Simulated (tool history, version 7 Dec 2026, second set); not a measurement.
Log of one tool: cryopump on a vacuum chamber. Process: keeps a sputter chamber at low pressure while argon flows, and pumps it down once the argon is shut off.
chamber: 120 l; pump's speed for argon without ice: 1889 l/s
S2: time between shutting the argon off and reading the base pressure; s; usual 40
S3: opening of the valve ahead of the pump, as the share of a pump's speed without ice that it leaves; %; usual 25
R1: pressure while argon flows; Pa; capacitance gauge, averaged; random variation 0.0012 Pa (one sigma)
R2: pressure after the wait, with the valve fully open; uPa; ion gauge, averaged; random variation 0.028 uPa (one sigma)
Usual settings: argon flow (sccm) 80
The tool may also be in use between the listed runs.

Run 1, hour 0.0: usual settings. Result: R1 0.2893 Pa, R2 1.74 uPa.
Run 2, hour 13.3: usual settings but S2 163 s. Result: R1 0.2896 Pa, R2 0.86 uPa.
Run 3, hour 37.8: usual settings but argon flow (sccm) 58. Result: R1 0.2091 Pa, R2 1.73 uPa.
Run 4, hour 50.9: usual settings but argon flow (sccm) 58. Result: R1 0.2088 Pa, R2 1.77 uPa.
Run 5, hour 64.8: usual settings but argon flow (sccm) 58. Result: R1 0.2090 Pa, R2 1.74 uPa.
Run 6, hour 75.4: usual settings but argon flow (sccm) 58. Result: R1 0.2082 Pa, R2 1.77 uPa.
Run 7, hour 86.2: usual settings but argon flow (sccm) 58. Result: R1 0.2100 Pa, R2 1.76 uPa.
Run 8, hour 101.4: usual settings but argon flow (sccm) 58. Result: R1 0.2097 Pa, R2 1.82 uPa.
Run 9, hour 125.3: usual settings but argon flow (sccm) 58, S2 43 s. Result: R1 0.2096 Pa, R2 1.76 uPa.
Run 10, hour 142.0: usual settings but argon flow (sccm) 58, S2 43 s. Result: R1 0.2116 Pa, R2 1.67 uPa.
Run 11, hour 156.8: usual settings but S2 98 s. Result: R1 0.2901 Pa, R2 1.16 uPa.
Run 12, hour 176.3: usual settings but S2 98 s. Result: R1 0.2911 Pa, R2 1.18 uPa.
Run 13, hour 198.4: usual settings but S2 98 s. Result: R1 0.2922 Pa, R2 1.14 uPa.
Run 14, hour 208.7: usual settings but argon flow (sccm) 35. Result: R1 0.1277 Pa, R2 1.90 uPa.
Run 15, hour 223.2: usual settings but argon flow (sccm) 35. Result: R1 0.1301 Pa, R2 1.87 uPa.
Run 16, hour 244.5: usual settings but argon flow (sccm) 35. Result: R1 0.1288 Pa, R2 1.91 uPa.
Run 17, hour 261.8: usual settings but argon flow (sccm) 85. Result: R1 0.3121 Pa, R2 1.94 uPa.
Run 18, hour 275.6: usual settings but argon flow (sccm) 116, S2 86 s. Result: R1 0.4283 Pa, R2 1.30 uPa.
Run 19, hour 298.9: usual settings but S2 177 s. Result: R1 0.2939 Pa, R2 1.05 uPa.
Run 20, hour 313.5: usual settings but S2 177 s. Result: R1 0.2963 Pa, R2 1.09 uPa.
Run 21, hour 323.8: usual settings but argon flow (sccm) 39, S2 66 s. Result: R1 0.1447 Pa, R2 1.50 uPa.
Run 22, hour 339.8: usual settings but argon flow (sccm) 39, S2 66 s. Result: R1 0.1437 Pa, R2 1.62 uPa.
Run 23, hour 360.5: usual settings but argon flow (sccm) 39, S2 66 s. Result: R1 0.1454 Pa, R2 1.57 uPa.
Run 24, hour 373.0: usual settings but argon flow (sccm) 81, S2 297 s, S3 19 %. Result: R1 0.3926 Pa, R2 1.00 uPa.
Run 25, hour 386.1: usual settings but argon flow (sccm) 46, S2 75 s, S3 19 %. Result: R1 0.2230 Pa, R2 1.41 uPa.
Run 26, hour 402.8: usual settings but argon flow (sccm) 46, S2 75 s, S3 19 %. Result: R1 0.2229 Pa, R2 1.51 uPa.
Run 27, hour 422.6: usual settings but argon flow (sccm) 46, S2 228 s, S3 57 %. Result: R1 0.0799 Pa, R2 1.08 uPa.
Run 28, hour 436.8: usual settings but argon flow (sccm) 54, S2 28 s, S3 57 %. Result: R1 0.0949 Pa, R2 2.47 uPa.
Run 29, hour 447.2: usual settings but S2 171 s, S3 20 %. Result: R1 0.3734 Pa, R2 1.17 uPa.
Run 30, hour 461.5: usual settings but S3 51 %. Result: R1 0.1568 Pa, R2 2.06 uPa.
Run 31, hour 482.3: usual settings but argon flow (sccm) 64, S2 170 s. Result: R1 0.2423 Pa, R2 1.20 uPa.
Run 32, hour 493.9: usual settings but argon flow (sccm) 69. Result: R1 0.2593 Pa, R2 2.09 uPa.
Run 33, hour 517.7: usual settings but argon flow (sccm) 69. Result: R1 0.2615 Pa, R2 2.14 uPa.

5 ways to go on from here, each from the tool as it stands after run 33. What would each give?
Run A, hour 530.5: usual settings but argon flow (sccm) 62, S2 33 s, S3 33 %. Result: R1 ?, R2 ?.
Run B, hour 530.5: usual settings but S2 26 s, S3 24 %. Result: R1 ?, R2 ?.
Run C, hour 530.5: usual settings but argon flow (sccm) 69, S2 57 s, S3 47 %. Result: R1 ?, R2 ?.
Run D, hour 530.5: usual settings but argon flow (sccm) 106, S3 23 %. Result: R1 ?, R2 ?.
Run E, hour 530.5: usual settings but argon flow (sccm) 48. Result: R1 ?, R2 ?.

run      R1    R2
  A  0.1832  2.33
  B  0.3151  2.80
  C  0.1465  1.74
  D  0.4377  2.11
  E  0.1815  2.08
Without the tool's hidden state the same runs would have given:
run      R1    R2
  A  0.1692  1.53
  B  0.2973  1.98
  C  0.1310  0.95
  D  0.4138  1.30
  E  0.1708  1.29
